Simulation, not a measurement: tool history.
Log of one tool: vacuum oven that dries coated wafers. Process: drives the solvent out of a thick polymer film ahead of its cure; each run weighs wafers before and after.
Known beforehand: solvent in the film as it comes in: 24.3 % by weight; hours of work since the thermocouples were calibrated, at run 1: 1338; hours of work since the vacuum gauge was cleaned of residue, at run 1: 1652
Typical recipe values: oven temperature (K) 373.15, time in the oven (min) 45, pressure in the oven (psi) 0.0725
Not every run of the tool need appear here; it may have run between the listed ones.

run,hour,oven temperature (K),time in the oven (min),pressure in the oven (psi),hours of work since the thermocouples were calibrated,hours of work since the vacuum gauge was cleaned of residue,solvent left in the film (%)
1,0,373.15,45,0.0725,1338,1652,2.95
2,49.7,373.15,45,0.0725,1373,1687,2.84
3,80.3,373.15,45,0.0725,1395,1709,2.91
4,138,373.15,45,0.0725,1436,1750,2.9
5,181.6,373.15,45,0.0725,1467,1781,2.81
6,213.2,373.15,45,0.0725,1490,1803,2.9
7,262.8,373.15,45,0.0725,1525,1839,2.93
8,292.4,373.15,45,0.0725,1546,1860,2.92
9,352.6,373.15,45,0.1912,1589,1903,3.3
10,380.1,373.15,45,0.1912,1609,1922,3.27
11,432.1,373.15,78,0.0725,1646,1959,1.23
12,483.5,373.15,78,0.0725,1682,1996,1.26
# hour 510.8: oven's thermocouples calibrated
13,551.9,373.15,78,0.0725,29,2043,1.57
14,593.5,373.15,24,0.0725,59,2073,7.59
15,655.2,373.15,24,0.0725,103,2117,7.6
16,698.5,373.15,24,0.0725,134,2147,7.61
17,733.7,373.15,24,0.0725,159,2173,7.52
18,796.5,373.15,45,0.0725,203,2217,3.56
19,841.4,373.15,45,0.0725,235,2249,3.57
20,895.6,373.15,45,0.0725,274,2288,3.58
21,937.5,378.15,45,0.0725,304,2318,2.26
22,969.8,378.15,45,0.0725,327,2341,2.26
23,1012.8,373.15,45,0.182,357,2371,4.04
24,1061.7,373.15,79,0.0763,392,2406,1.59
25,1104.1,373.15,79,0.0763,422,2436,1.58
26,1145.8,381.15,45,0.0725,452,2466,1.8
27,1201.4,373.15,37,0.0725,492,2505,4.59
28,1246.1,373.15,37,0.0725,523,2537,4.56
29,1275.4,373.15,55,0.0725,544,2558,2.56
30,1316.1,383.15,26,0.0725,573,2587,3.75
31,1361.8,385.15,45,0.2167,606,2620,1.66
32,1403.6,385.15,45,0.2167,636,2649,1.63
33,1460.1,378.15,45,0.0725,676,2690,2.35
34,1525.1,376.15,50,0.283,722,2736,3.14
35,1570.8,385.15,47,0.0513,755,2768,1.08
36,1606.7,385.15,47,0.0513,780,2794,1.11
37,1667.2,378.15,50,0.22,823,2837,2.47
38,1733.7,366.15,60,0.22,871,2884,4.77
39,1767.2,366.15,60,0.22,894,2908,4.7
40,1817.7,366.15,60,0.0885,930,2944,4.14
41,1877,367.15,45,0.0725,973,2986,5.3
42,1933.3,367.15,45,0.0725,1013,3027,5.37
43,1961.9,373.15,49,0.0612,1033,3047,3
44,1991.6,363.15,45,0.0725,1054,3068,6.83
# hour 2047.4: vacuum gauge cleaned of residue and calibrated
45,2047.4,386.15,37,0.1896,1093,0,1.29
46,2090.5,367.15,38,0.1575,1124,31,5.89

Predict each of these 5 candidate next runs independently; none follows another, all start after run 46:
A,2118.4,373.15,45,0.0434,1143,51,?
B,2118.4,372.15,35,0.239,1143,51,?
C,2118.4,373.15,45,0.1234,1143,51,?
D,2118.4,382.15,45,0.2499,1143,51,?
E,2118.4,364.15,49,0.2409,1143,51,?

run,solvent left in the film (%)
A,2.52
B,4.9
C,2.81
D,1.57
E,5.62
Had the tool no hidden state, the same runs would have come out as:
run,solvent left in the film (%)
A,2.97
B,5.5
C,3.28
D,1.83
E,6.27
